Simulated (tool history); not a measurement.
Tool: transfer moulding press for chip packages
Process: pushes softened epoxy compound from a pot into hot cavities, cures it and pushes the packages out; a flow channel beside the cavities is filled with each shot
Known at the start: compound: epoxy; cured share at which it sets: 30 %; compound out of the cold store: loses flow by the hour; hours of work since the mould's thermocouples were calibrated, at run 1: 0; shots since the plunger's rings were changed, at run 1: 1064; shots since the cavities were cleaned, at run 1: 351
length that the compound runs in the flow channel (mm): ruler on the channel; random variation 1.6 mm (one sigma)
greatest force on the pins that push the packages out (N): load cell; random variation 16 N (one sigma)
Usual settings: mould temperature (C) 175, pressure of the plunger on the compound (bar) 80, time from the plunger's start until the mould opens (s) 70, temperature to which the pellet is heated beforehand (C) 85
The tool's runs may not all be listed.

run	hour	mould temperature (C)	pressure of the plunger on the compound (bar)	time from the plunger's start until the mould opens (s)	temperature to which the pellet is heated beforehand (C)	hours of work since the mould's thermocouples were calibrated	shots since the plunger's rings were changed	shots since the cavities were cleaned	incoming compound's hours out of the cold store	length that the compound runs in the flow channel (mm)	greatest force on the pins that push the packages out (N)
1	0	175	80	70	85	0	1064	351	25.6	599	1169
# hour 42.9: cavities cleaned with cleaning compound and waxed
2	56.4	175	80	70	85	37	1900	205	22.3	602	1058
3	92.7	175	80	70	85	62	2454	759	24	596	1484
# hour 107.8: cavities cleaned with cleaning compound and waxed
4	124.8	175	80	70	85	83	2919	258	20	604	1117
5	166.5	175	80	70	85	111	3555	894	37.1	565	1426
# hour 172.8: cavities cleaned with cleaning compound and waxed
6	202.8	175	80	70	85	135	4084	457	29.9	576	1271
# hour 237.7: cavities cleaned with cleaning compound and waxed
7	237.7	175	80	70	85	157	4594	0	23	591	798
# hour 247.2: plunger's sealing rings changed
8	267.6	175	80	70	85	176	311	416	20.9	613	1263
# hour 274.1: mould's thermocouples calibrated
# hour 306.6: cavities cleaned with cleaning compound and waxed
9	310.3	175	80	70	85	24	909	56	9.9	636	962
10	355.1	175	80	70	85	54	1591	738	20.7	610	1557
# hour 372.7: cavities cleaned with cleaning compound and waxed
11	406	175	80	70	85	88	2344	508	35.8	577	1282
# hour 433.6: mould's thermocouples calibrated, once more
# hour 442.1: cavities cleaned with cleaning compound and waxed
12	458.4	175	80	70	85	16	3089	249	26.8	588	1053
13	485.7	175	80	70	85	34	3504	664	28.9	584	1361
# hour 508.9: cavities cleaned with cleaning compound and waxed
14	513.7	175	80	70	85	52	3908	74	46.6	551	812
15	553	175	80	70	85	79	4506	672	33.3	570	1412
# hour 566.4: plunger's sealing rings changed
# hour 575.3: cavities cleaned with cleaning compound and waxed
16	601.4	175	80	70	85	109	512	398	36.5	578	1190
# hour 641.8: cavities cleaned with cleaning compound and waxed
17	641.8	175	90	70	85	136	1103	0	17.6	654	786
18	681.7	175	90	70	85	163	1711	608	24.9	632	1414
# hour 707.8: cavities cleaned with cleaning compound and waxed
19	707.8	175	88.4	61	85	179	2086	0	16	648	1112
20	751.3	169	93.5	70	93	209	2748	662	16.2	680	2314
# hour 772.5: cavities cleaned with cleaning compound and waxed
21	788.6	169	93.5	70	91	233	3294	245	47.7	612	1651
# hour 838.2: cavities cleaned with cleaning compound and waxed
22	839.3	169	93.5	70	91	267	4043	17	12	681	1317
# hour 886.8: plunger's sealing rings changed
23	897.8	177	63.8	58	78	305	166	869	45.3	503	2193
# hour 907.2: cavities cleaned with cleaning compound and waxed
24	933.4	182	80	70	89	328	686	400	44.2	551	837
25	960.5	182	60	59	87	346	1099	813	27.7	498	1403
# hour 972: cavities cleaned with cleaning compound and waxed
26	987	182	60	59	87	363	1479	228	32	493	1012
# hour 1040.4: cavities cleaned with cleaning compound and waxed
27	1041.9	182	80.3	59	87	400	2293	23	29.7	568	740

Hidden state or all else? Some run-to-run changes of length that the compound runs in the flow channel (mm), split into what the settings, what came in and random variation would give without the hidden state, and what is left for the hidden state (with any gauge scatter that isn't in both results):
The hidden state here: true mould temperature over the reading, C; pressure that reaches the compound, % of what is set; grip of the stained cavities, % over clean ones'; drift of the gauge itself on flow_mm, %; drift of the gauge itself on push_out_n, %.
Run 7 -> 8: plunger's sealing rings changed. length that the compound runs in the flow channel (mm) +22: hidden state +20, all else +2.
Run 16 -> 17: pressure of the plunger on the compound (bar) 80 -> 90, cavities cleaned with cleaning compound and waxed. length that the compound runs in the flow channel (mm) +76: hidden state -3, all else +79.
Run 22 -> 23: mould temperature (C) 169 -> 177, pressure of the plunger on the compound (bar) 93.5 -> 63.8, time from the plunger's start until the mould opens (s) 70 -> 58, temperature to which the pellet is heated beforehand (C) 91 -> 78, plunger's sealing rings changed. length that the compound runs in the flow channel (mm) -178: hidden state +20, all else -198.
